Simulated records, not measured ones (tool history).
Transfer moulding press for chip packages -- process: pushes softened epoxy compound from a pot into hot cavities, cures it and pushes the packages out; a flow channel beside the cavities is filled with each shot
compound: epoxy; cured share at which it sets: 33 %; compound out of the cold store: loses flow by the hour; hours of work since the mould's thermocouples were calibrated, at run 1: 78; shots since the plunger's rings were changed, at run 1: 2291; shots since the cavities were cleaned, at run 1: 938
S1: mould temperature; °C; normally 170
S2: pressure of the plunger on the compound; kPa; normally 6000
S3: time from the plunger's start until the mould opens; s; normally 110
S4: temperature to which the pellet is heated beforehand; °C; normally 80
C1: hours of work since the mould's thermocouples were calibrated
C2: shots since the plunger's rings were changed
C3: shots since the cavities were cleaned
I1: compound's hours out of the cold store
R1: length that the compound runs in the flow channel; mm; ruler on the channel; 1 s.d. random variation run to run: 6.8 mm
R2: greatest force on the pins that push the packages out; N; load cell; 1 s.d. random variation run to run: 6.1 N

{"run": 1, "day": 0.0, "S1": 170, "S2": 6000, "S3": 110, "S4": 80, "C1": 78, "C2": 2291, "C3": 938, "I1": 45.5, "R1": 699, "R2": 425}
{"day": 0.396, "done": "cavities cleaned with cleaning compound and waxed"}
{"run": 2, "day": 0.471, "S1": 170, "S2": 6000, "S3": 144, "S4": 80, "C1": 83, "C2": 2381, "C3": 16, "I1": 32.2, "R1": 735, "R2": 233}
{"run": 3, "day": 0.725, "S1": 170, "S2": 6000, "S3": 144, "S4": 80, "C1": 86, "C2": 2438, "C3": 73, "I1": 11.9, "R1": 772, "R2": 244}
{"run": 4, "day": 1.096, "S1": 170, "S2": 5740, "S3": 110, "S4": 80, "C1": 91, "C2": 2519, "C3": 154, "I1": 40.1, "R1": 684, "R2": 295}
{"run": 5, "day": 1.362, "S1": 170, "S2": 6000, "S3": 133, "S4": 80, "C1": 94, "C2": 2578, "C3": 213, "I1": 32.9, "R1": 721, "R2": 285}
{"run": 6, "day": 1.7, "S1": 170, "S2": 6000, "S3": 101, "S4": 80, "C1": 98, "C2": 2653, "C3": 288, "I1": 36.7, "R1": 713, "R2": 341}
{"run": 7, "day": 2.062, "S1": 170, "S2": 6000, "S3": 110, "S4": 72, "C1": 103, "C2": 2732, "C3": 367, "I1": 30.8, "R1": 720, "R2": 345}
{"run": 8, "day": 2.479, "S1": 170, "S2": 6000, "S3": 110, "S4": 72, "C1": 108, "C2": 2825, "C3": 460, "I1": 22.6, "R1": 743, "R2": 383}
{"run": 9, "day": 2.829, "S1": 170, "S2": 6000, "S3": 110, "S4": 72, "C1": 112, "C2": 2902, "C3": 537, "I1": 27.5, "R1": 737, "R2": 378}
{"run": 10, "day": 3.017, "S1": 170, "S2": 6000, "S3": 110, "S4": 72, "C1": 115, "C2": 2944, "C3": 579, "I1": 38.6, "R1": 710, "R2": 406}
{"run": 11, "day": 3.312, "S1": 170, "S2": 6000, "S3": 104, "S4": 80, "C1": 118, "C2": 3009, "C3": 644, "I1": 18.4, "R1": 758, "R2": 408}
{"run": 12, "day": 3.542, "S1": 170, "S2": 6000, "S3": 104, "S4": 80, "C1": 121, "C2": 3060, "C3": 695, "I1": 16.9, "R1": 764, "R2": 443}
{"run": 13, "day": 3.867, "S1": 170, "S2": 6000, "S3": 104, "S4": 80, "C1": 125, "C2": 3131, "C3": 766, "I1": 46.7, "R1": 678, "R2": 433}
{"run": 14, "day": 4.221, "S1": 170, "S2": 6000, "S3": 104, "S4": 80, "C1": 130, "C2": 3210, "C3": 845, "I1": 42.1, "R1": 692, "R2": 417}
{"run": 15, "day": 4.454, "S1": 170, "S2": 5570, "S3": 104, "S4": 80, "C1": 132, "C2": 3261, "C3": 896, "I1": 32.4, "R1": 691, "R2": 438}
{"run": 16, "day": 4.846, "S1": 173, "S2": 6770, "S3": 105, "S4": 86, "C1": 137, "C2": 3347, "C3": 982, "I1": 46.7, "R1": 715, "R2": 429}
{"day": 5.046, "done": "cavities cleaned with cleaning compound and waxed"}
{"run": 17, "day": 5.292, "S1": 176, "S2": 6770, "S3": 112, "S4": 71, "C1": 142, "C2": 3432, "C3": 54, "I1": 12.2, "R1": 779, "R2": 229}
{"run": 18, "day": 5.621, "S1": 170, "S2": 6280, "S3": 123, "S4": 78, "C1": 146, "C2": 3504, "C3": 126, "I1": 23.4, "R1": 748, "R2": 260}
{"run": 19, "day": 5.962, "S1": 170, "S2": 7460, "S3": 110, "S4": 80, "C1": 150, "C2": 3580, "C3": 202, "I1": 40.7, "R1": 779, "R2": 301}
{"run": 20, "day": 6.217, "S1": 170, "S2": 5730, "S3": 110, "S4": 84, "C1": 153, "C2": 3636, "C3": 258, "I1": 47.9, "R1": 659, "R2": 315}
{"run": 21, "day": 6.625, "S1": 170, "S2": 6000, "S3": 140, "S4": 80, "C1": 159, "C2": 3727, "C3": 349, "I1": 45.9, "R1": 677, "R2": 330}
{"run": 22, "day": 7.062, "S1": 175, "S2": 6000, "S3": 140, "S4": 80, "C1": 164, "C2": 3823, "C3": 445, "I1": 37.2, "R1": 682, "R2": 336}
{"run": 23, "day": 7.3, "S1": 175, "S2": 6000, "S3": 140, "S4": 80, "C1": 167, "C2": 3876, "C3": 498, "I1": 28.1, "R1": 712, "R2": 345}
{"run": 24, "day": 7.579, "S1": 175, "S2": 6000, "S3": 136, "S4": 80, "C1": 170, "C2": 3937, "C3": 559, "I1": 13.8, "R1": 742, "R2": 354}
{"run": 25, "day": 7.792, "S1": 170, "S2": 6000, "S3": 143, "S4": 74, "C1": 173, "C2": 3984, "C3": 606, "I1": 22.6, "R1": 731, "R2": 369}
{"run": 26, "day": 8.212, "S1": 170, "S2": 5940, "S3": 110, "S4": 76, "C1": 178, "C2": 4077, "C3": 699, "I1": 35.7, "R1": 692, "R2": 398}
{"run": 27, "day": 8.475, "S1": 170, "S2": 5940, "S3": 110, "S4": 76, "C1": 181, "C2": 4135, "C3": 757, "I1": 37.2, "R1": 693, "R2": 428}
{"run": 28, "day": 8.712, "S1": 169, "S2": 5620, "S3": 140, "S4": 87, "C1": 184, "C2": 4188, "C3": 810, "I1": 44.3, "R1": 669, "R2": 393}
{"run": 29, "day": 8.983, "S1": 170, "S2": 6080, "S3": 110, "S4": 74, "C1": 188, "C2": 4248, "C3": 870, "I1": 18.0, "R1": 738, "R2": 424}

Selected run-to-run steps in R1, each split into two signed amounts: the part the tool would show with no hidden state at all (from settings, incoming material and random variation), and the remainder, which goes to the hidden state together with any gauge scatter not common to the measured and the hidden-state-free results:
Hidden conditions of the tool in this case: true mould temperature over the reading, C; pressure that reaches the compound, % of what is set; grip of the stained cavities, % over clean ones'; drift of the gauge itself on flow_mm, %; drift of the gauge itself on push_out_n, %.
Run 3 -> 4: S2 6000 -> 5740, S3 144 -> 110. R1 -88 mm: hidden state +3, all else -91.
Run 19 -> 20: S2 7460 -> 5730, S4 80 -> 84. R1 -120 mm: hidden state +7, all else -127.
Run 28 -> 29: S1 169 -> 170, S2 5620 -> 6080, S3 140 -> 110, S4 87 -> 74. R1 +69 mm: hidden state -6, all else +75.
